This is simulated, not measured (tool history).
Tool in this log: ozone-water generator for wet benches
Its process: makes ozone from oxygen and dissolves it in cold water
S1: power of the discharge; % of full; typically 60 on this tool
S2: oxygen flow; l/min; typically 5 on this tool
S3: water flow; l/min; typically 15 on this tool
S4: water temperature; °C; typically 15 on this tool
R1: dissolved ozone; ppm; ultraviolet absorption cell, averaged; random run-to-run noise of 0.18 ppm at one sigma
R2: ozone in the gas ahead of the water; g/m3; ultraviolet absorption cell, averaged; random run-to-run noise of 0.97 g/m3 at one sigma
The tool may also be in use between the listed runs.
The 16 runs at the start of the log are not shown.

run	day	S1	S2	S3	S4	R1	R2
17	107.754	45	7.55	22	13	15.6	113.5
18	112.712	49	7.88	12	14	24.5	120.3
19	118.221	66	5	15	10	28	181.9
20	125.042	66	5	15	23	22.6	181.2
21	131.821	66	5	15	23	22.7	182.1
22	138.625	90	4.28	16	17	30	246.3
23	145.221	64	4.28	10	9	36.7	189.9
# day 150.438: water thermometer calibrated
24	153.7	60	4.66	19	15	19.7	176.7
25	158.979	48	5.39	17	8	20.5	138.7
26	166.504	48	5.39	17	8	21.2	140.4
27	173.712	59	5	14	15	25.4	169.5
28	180.517	59	5	14	15	25.7	171.9
29	185.342	59	5	14	15	25.2	172.6
30	191.142	65	6.45	11	16	30.9	166.1
31	196.446	65	6.45	11	16	30.9	165.9
32	204.671	65	5.78	22	7	21.5	172.7

Each row is a separate what-if for the run after 32, all from the same tool condition, not one after another. Results?
A	211.35	60	7.83	19	15	?	?
B	211.35	47	5.78	10	7	?	?
C	211.35	55	5.78	11	21	?	?
D	211.35	46	2.72	15	10	?	?
E	211.35	65	3.84	24	8	?	?

run	R1	R2
A	21.5	143.1
B	30.8	137.7
C	25.1	152.7
D	18.7	181.8
E	17.4	207.5
With the hidden condition removed and each run's random variation left untouched, the same runs would have given:
run	R1	R2
A	21.5	136.9
B	30.8	131.7
C	25.2	146
D	18.7	173.8
E	17.4	198.5
